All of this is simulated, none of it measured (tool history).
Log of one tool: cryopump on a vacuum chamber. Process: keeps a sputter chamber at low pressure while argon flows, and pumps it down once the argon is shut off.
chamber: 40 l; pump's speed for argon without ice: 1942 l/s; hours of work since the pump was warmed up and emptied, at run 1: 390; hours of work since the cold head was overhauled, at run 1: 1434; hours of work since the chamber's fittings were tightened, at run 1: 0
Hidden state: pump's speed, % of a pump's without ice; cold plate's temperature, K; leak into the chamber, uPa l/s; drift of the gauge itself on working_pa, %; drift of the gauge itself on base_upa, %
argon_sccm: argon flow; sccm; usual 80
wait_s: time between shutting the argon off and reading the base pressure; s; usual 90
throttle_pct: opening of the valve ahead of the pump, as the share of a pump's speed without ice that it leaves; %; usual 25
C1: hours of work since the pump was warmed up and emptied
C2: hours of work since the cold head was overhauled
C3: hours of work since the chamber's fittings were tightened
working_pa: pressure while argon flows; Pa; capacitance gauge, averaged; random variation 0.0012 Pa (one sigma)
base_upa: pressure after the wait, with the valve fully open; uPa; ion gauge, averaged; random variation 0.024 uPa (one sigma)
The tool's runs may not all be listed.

run 1 hour=0.0 | argon_sccm=80 wait_s=90 throttle_pct=25 | C1=390 C2=1434 C3=0 | working_pa=0.3002 base_upa=0.98
run 2 hour=120.9 | argon_sccm=80 wait_s=90 throttle_pct=25 | C1=460 C2=1505 C3=71 | working_pa=0.3069 base_upa=0.95
-- hour=211.8 pump warmed up, emptied and cooled again
run 3 hour=227.3 | argon_sccm=80 wait_s=90 throttle_pct=19 | C1=9 C2=1564 C3=130 | working_pa=0.3675 base_upa=0.97
run 4 hour=298.7 | argon_sccm=80 wait_s=40 throttle_pct=25 | C1=51 C2=1605 C3=171 | working_pa=0.2803 base_upa=1.87
run 5 hour=380.2 | argon_sccm=80 wait_s=40 throttle_pct=25 | C1=98 C2=1653 C3=219 | working_pa=0.2843 base_upa=1.89
run 6 hour=463.7 | argon_sccm=80 wait_s=90 throttle_pct=25 | C1=147 C2=1702 C3=268 | working_pa=0.2859 base_upa=1.01
run 7 hour=544.4 | argon_sccm=80 wait_s=90 throttle_pct=25 | C1=194 C2=1749 C3=315 | working_pa=0.2886 base_upa=1.06
run 8 hour=628.7 | argon_sccm=80 wait_s=90 throttle_pct=25 | C1=243 C2=1798 C3=364 | working_pa=0.2905 base_upa=1.10
run 9 hour=688.5 | argon_sccm=80 wait_s=273 throttle_pct=25 | C1=278 C2=1833 C3=399 | working_pa=0.2911 base_upa=0.65
run 10 hour=748.5 | argon_sccm=80 wait_s=273 throttle_pct=25 | C1=313 C2=1868 C3=434 | working_pa=0.2945 base_upa=0.65
run 11 hour=861.1 | argon_sccm=88 wait_s=234 throttle_pct=32 | C1=379 C2=1934 C3=500 | working_pa=0.2607 base_upa=0.74
run 12 hour=926.0 | argon_sccm=88 wait_s=234 throttle_pct=32 | C1=417 C2=1972 C3=538 | working_pa=0.2657 base_upa=0.77
run 13 hour=1036.5 | argon_sccm=37 wait_s=90 throttle_pct=28 | C1=481 C2=2036 C3=602 | working_pa=0.1266 base_upa=1.31
-- hour=1091.3 pump warmed up, emptied and cooled again
run 14 hour=1146.0 | argon_sccm=37 wait_s=39 throttle_pct=28 | C1=32 C2=2097 C3=663 | working_pa=0.1167 base_upa=2.19
run 15 hour=1252.8 | argon_sccm=140 wait_s=164 throttle_pct=25 | C1=94 C2=2160 C3=726 | working_pa=0.4979 base_upa=0.90
run 16 hour=1368.0 | argon_sccm=82 wait_s=75 throttle_pct=19 | C1=162 C2=2227 C3=793 | working_pa=0.3847 base_upa=1.39
run 17 hour=1490.2 | argon_sccm=80 wait_s=22 throttle_pct=32 | C1=233 C2=2298 C3=864 | working_pa=0.2311 base_upa=3.56
run 18 hour=1607.8 | argon_sccm=93 wait_s=135 throttle_pct=53 | C1=302 C2=2367 C3=933 | working_pa=0.1718 base_upa=1.17
run 19 hour=1723.6 | argon_sccm=93 wait_s=135 throttle_pct=53 | C1=369 C2=2434 C3=1000 | working_pa=0.1768 base_upa=1.19
run 20 hour=1814.2 | argon_sccm=93 wait_s=135 throttle_pct=53 | C1=422 C2=2487 C3=1053 | working_pa=0.1793 base_upa=1.33

4 ways to go on from here, each from the tool as it stands after run 20. What would each give?
run A hour=1893.0 | argon_sccm=80 wait_s=29 throttle_pct=45 | C1=468 C2=2533 C3=1099 | working_pa=? base_upa=?
run B hour=1893.0 | argon_sccm=57 wait_s=123 throttle_pct=25 | C1=468 C2=2533 C3=1099 | working_pa=? base_upa=?
run C hour=1893.0 | argon_sccm=61 wait_s=90 throttle_pct=25 | C1=468 C2=2533 C3=1099 | working_pa=? base_upa=?
run D hour=1893.0 | argon_sccm=38 wait_s=135 throttle_pct=53 | C1=468 C2=2533 C3=1099 | working_pa=? base_upa=?

run=A working_pa=0.1820 base_upa=3.07
run=B working_pa=0.2191 base_upa=1.36
run=C working_pa=0.2344 base_upa=1.58
run=D working_pa=0.0760 base_upa=1.36
Without the tool's hidden state the same runs would have given:
run=A working_pa=0.1553 base_upa=2.36
run=B working_pa=0.1999 base_upa=0.65
run=C working_pa=0.2138 base_upa=0.86
run=D working_pa=0.0632 base_upa=0.64

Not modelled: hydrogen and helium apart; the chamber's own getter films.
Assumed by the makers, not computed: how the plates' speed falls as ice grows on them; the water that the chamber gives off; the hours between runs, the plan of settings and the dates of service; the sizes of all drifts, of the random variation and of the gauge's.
